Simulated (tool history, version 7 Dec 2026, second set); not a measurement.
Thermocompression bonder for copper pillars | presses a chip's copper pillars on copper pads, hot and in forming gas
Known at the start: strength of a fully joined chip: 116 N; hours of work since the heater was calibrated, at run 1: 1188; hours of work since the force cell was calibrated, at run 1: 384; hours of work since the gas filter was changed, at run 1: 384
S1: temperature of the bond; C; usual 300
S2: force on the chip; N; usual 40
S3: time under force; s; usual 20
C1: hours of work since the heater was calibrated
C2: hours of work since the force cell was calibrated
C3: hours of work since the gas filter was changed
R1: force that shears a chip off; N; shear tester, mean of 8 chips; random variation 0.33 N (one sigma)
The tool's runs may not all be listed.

run	hour	S1	S2	S3	C1	C2	C3	R1
1	0	300	40	20	1188	384	384	57.7
2	51.1	300	40	20	1221	417	417	56.9
# hour 55.5: forming gas filter changed
3	84.6	300	40	20	1242	438	19	60.8
4	132.2	292	40	20	1272	468	49	56.3
# hour 172.4: heater calibrated with a thermocouple chip
5	189	292	40	41	11	503	84	64.1
# hour 196: force cell calibrated
6	221.5	300	40	20	30	16	104	54.8
7	247	300	40	20	47	33	120	55
8	304.2	290	44	58	83	69	157	73.5
9	364.8	290	44	58	122	108	195	72.9
10	403.2	290	44	58	147	132	220	74
11	437.6	290	44	58	169	154	242	73.7
12	493.6	279	41	33	204	190	278	52.4
# hour 544.7: force cell calibrated, once more
13	551.7	294	37	33	240	4	314	56.3

Some steps in R1 between neighbouring runs. How much of each would the tool show without its hidden state too (settings, what came in, random variation), and how much is left for the hidden state, with any gauge scatter that isn't in both results?
The hidden state here: true temperature of the bond over the reading, C; force that reaches the chip, % of what is set; oxide that the forming gas leaves, % of the face; drift of the gauge itself on shear_n, %.
Run 4 -> 5: S3 20 -> 41, heater calibrated with a thermocouple chip. R1 +7.8 N: hidden state -5.7, all else +13.5.
Run 11 -> 12: S1 290 -> 279, S2 44 -> 41, S3 58 -> 33. R1 -21.3 N: hidden state +0.6, all else -21.9.
